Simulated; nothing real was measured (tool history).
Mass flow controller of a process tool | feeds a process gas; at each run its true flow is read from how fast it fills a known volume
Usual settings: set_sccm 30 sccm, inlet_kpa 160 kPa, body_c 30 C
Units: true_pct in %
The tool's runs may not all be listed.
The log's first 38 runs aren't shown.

run,day,set_sccm,inlet_kpa,body_c,hours of work since the controller was set to zero,hours of work since the controller was changed,true_pct
39,253.242,36,244,23,5305,5305,99.70
40,258.433,12,160,22,5349,5349,98.53
41,267.158,13,187,37,5422,5422,96.99
42,274.550,20,160,21,5485,5485,98.79
43,278.825,20,160,26,5521,5521,98.44
44,283.146,20,264,28,5557,5557,98.54
45,291.725,6,197,36,5629,5629,96.87
46,301.058,6,221,30,5708,5708,97.43
47,305.279,8,267,36,5744,5744,97.31
48,312.517,17,267,21,5805,5805,99.12

Forecast each of these 3 alternatives for the next run:
A,317.500,30,160,27,5847,5847,?
B,317.500,20,160,30,5847,5847,?
C,317.500,25,249,38,5847,5847,?

run,true_pct
A,98.74
B,98.02
C,97.63
Without the tool's hidden state the same runs would have given:
run,true_pct
A,98.73
B,98.00
C,97.61
